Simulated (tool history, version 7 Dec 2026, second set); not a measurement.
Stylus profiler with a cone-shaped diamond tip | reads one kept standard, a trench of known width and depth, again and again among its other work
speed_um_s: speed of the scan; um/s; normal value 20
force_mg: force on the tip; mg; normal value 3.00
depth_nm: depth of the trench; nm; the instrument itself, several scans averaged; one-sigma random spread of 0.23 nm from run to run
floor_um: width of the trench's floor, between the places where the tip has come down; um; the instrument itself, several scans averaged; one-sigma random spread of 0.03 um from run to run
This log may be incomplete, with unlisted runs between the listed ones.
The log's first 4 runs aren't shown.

run   hour  speed_um_s  force_mg  depth_nm  floor_um
  5   67.0          20      3.00   1024.49     93.53
  6   82.6          20      3.00   1024.53     93.56
  7  102.6          20      3.00   1024.88     93.51
  8  118.9          20      3.00   1024.82     93.40
  9  135.4          20      3.00   1025.01     93.46
 10  151.4          20      3.00   1025.00     93.48
 11  168.9          20      1.02   1014.84     93.41
 12  194.2          20      1.02   1015.21     93.35
 13  212.7          20      1.02   1015.10     93.37
 14  238.7          20      1.02   1015.49     93.35
 15  263.2          20      3.00   1025.07     93.35
 16  275.6          20      3.00   1025.26     93.32
 17  293.3          20      3.00   1025.16     93.33
 18  306.9          20      2.40   1022.60     93.23
 19  320.1          20      5.25   1034.46     93.30
 20  331.7          20      5.25   1033.94     93.33
 21  358.4          20      5.25   1034.02     93.34
 22  376.0          50      3.00   1025.85     93.07
 23  395.6          20      5.05   1033.47     93.29
 24  413.9          16      5.05   1033.61     93.28
 25  436.3           5      6.55   1038.58     93.35
 26  447.7          12      2.37   1022.95     93.25
 27  463.9           7      1.01   1015.72     93.22
 28  488.4           7      1.01   1015.97     93.20
 29  504.5          20      2.81   1024.91     93.18

Run 30, settings as shown, results not yet in. Your forecast:
 30  522.0          20      2.81         ?         ?

Run 30 produced depth_nm 1024.81 nm, floor_um 93.13 um.
Had the tool carried no hidden state, the very same run would have given depth_nm 1017.99 nm, floor_um 95.86 um.

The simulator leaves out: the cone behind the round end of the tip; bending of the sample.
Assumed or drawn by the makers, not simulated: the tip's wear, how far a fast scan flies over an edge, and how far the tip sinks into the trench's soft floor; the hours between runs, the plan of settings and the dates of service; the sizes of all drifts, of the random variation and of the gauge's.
